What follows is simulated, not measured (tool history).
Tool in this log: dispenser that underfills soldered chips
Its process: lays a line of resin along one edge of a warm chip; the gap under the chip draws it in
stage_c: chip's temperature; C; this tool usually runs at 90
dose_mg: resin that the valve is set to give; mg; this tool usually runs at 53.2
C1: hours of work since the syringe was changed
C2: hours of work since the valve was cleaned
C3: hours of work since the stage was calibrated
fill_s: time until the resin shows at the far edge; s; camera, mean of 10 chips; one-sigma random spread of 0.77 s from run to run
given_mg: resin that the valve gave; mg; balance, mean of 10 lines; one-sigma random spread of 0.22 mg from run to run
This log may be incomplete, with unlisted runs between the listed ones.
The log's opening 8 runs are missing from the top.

Run 9, day 1.392: usual settings but dose_mg 52.2 mg; C1 9; C2 61; C3 138. Result: fill_s 154.8 s, given_mg 49.87 mg.
At day 1.533: new syringe of resin.
Run 10, day 1.562: usual settings but dose_mg 52.2 mg; C1 0; C2 64; C3 141. Result: fill_s 73.2 s, given_mg 49.54 mg.
Run 11, day 1.758: usual settings but dose_mg 52.2 mg; C1 4; C2 67; C3 144. Result: fill_s 99.6 s, given_mg 49.32 mg.
Run 12, day 1.900: usual settings; C1 6; C2 69; C3 146. Result: fill_s 121.7 s, given_mg 50.08 mg.
Run 13, day 2.012: usual settings; C1 8; C2 71; C3 148. Result: fill_s 144.2 s, given_mg 50.04 mg.
Run 14, day 2.129: usual settings; C1 10; C2 73; C3 150. Result: fill_s 167.9 s, given_mg 49.78 mg.
At day 2.200: new syringe of resin.
Run 15, day 2.312: usual settings; C1 2; C2 76; C3 153. Result: fill_s 85.6 s, given_mg 49.64 mg.
Run 16, day 2.554: usual settings; C1 6; C2 80; C3 157. Result: fill_s 121.3 s, given_mg 50.12 mg.
At day 2.675: dispensing valve cleaned and set on the balance.
Run 17, day 2.712: usual settings but dose_mg 45.7 mg; C1 8; C2 1; C3 158. Result: fill_s 148.5 s, given_mg 45.86 mg.
Run 18, day 2.821: usual settings but dose_mg 51.1 mg; C1 9; C2 2; C3 160. Result: fill_s 166.2 s, given_mg 50.77 mg.
At day 2.917: new syringe of resin.
Run 19, day 2.996: usual settings but dose_mg 51.1 mg; C1 1; C2 5; C3 163. Result: fill_s 79.6 s, given_mg 51.47 mg.
Run 20, day 3.142: usual settings but stage_c 103 C, dose_mg 65.1 mg; C1 4; C2 7; C3 165. Result: fill_s 64.6 s, given_mg 64.78 mg.
Run 21, day 3.258: usual settings but stage_c 76 C, dose_mg 64.9 mg; C1 6; C2 9; C3 167. Result: fill_s 186.3 s, given_mg 63.96 mg.
Run 22, day 3.379: usual settings but stage_c 76 C, dose_mg 64.9 mg; C1 8; C2 11; C3 169. Result: fill_s 222.3 s, given_mg 64.13 mg.
At day 3.583: new syringe of resin.
Run 23, day 3.629: usual settings but stage_c 76 C, dose_mg 64.9 mg; C1 1; C2 15; C3 173. Result: fill_s 123.9 s, given_mg 64.05 mg.
Run 24, day 3.796: usual settings but stage_c 103 C, dose_mg 54.3 mg; C1 3; C2 18; C3 176. Result: fill_s 65.0 s, given_mg 53.54 mg.
Run 25, day 3.925: usual settings but stage_c 105 C, dose_mg 48.1 mg; C1 6; C2 20; C3 178. Result: fill_s 77.1 s, given_mg 47.18 mg.
Run 26, day 4.112: usual settings but stage_c 94 C, dose_mg 47.0 mg; C1 9; C2 23; C3 181. Result: fill_s 142.3 s, given_mg 45.86 mg.
At day 4.254: new syringe of resin.
Run 27, day 4.312: usual settings but stage_c 94 C, dose_mg 47.0 mg; C1 1; C2 26; C3 184. Result: fill_s 69.8 s, given_mg 46.05 mg.
Run 28, day 4.433: usual settings but stage_c 94 C, dose_mg 47.0 mg; C1 3; C2 28; C3 186. Result: fill_s 85.1 s, given_mg 45.52 mg.
Run 29, day 4.562: usual settings but stage_c 85 C, dose_mg 45.7 mg; C1 5; C2 30; C3 188. Result: fill_s 136.9 s, given_mg 44.57 mg.

Run 30 comes next. What will it give?
Run 30, day 4.662: usual settings but stage_c 85 C, dose_mg 45.7 mg; C1 7; C2 32; C3 189. Result: fill_s ?, given_mg ?.

{"run 30": {"fill_s": 161.2, "given_mg": 44.3}}
With the hidden condition absent and the run-to-run variation left alone, this run would have shown fill_s 87.9 s, given_mg 45.51 mg.
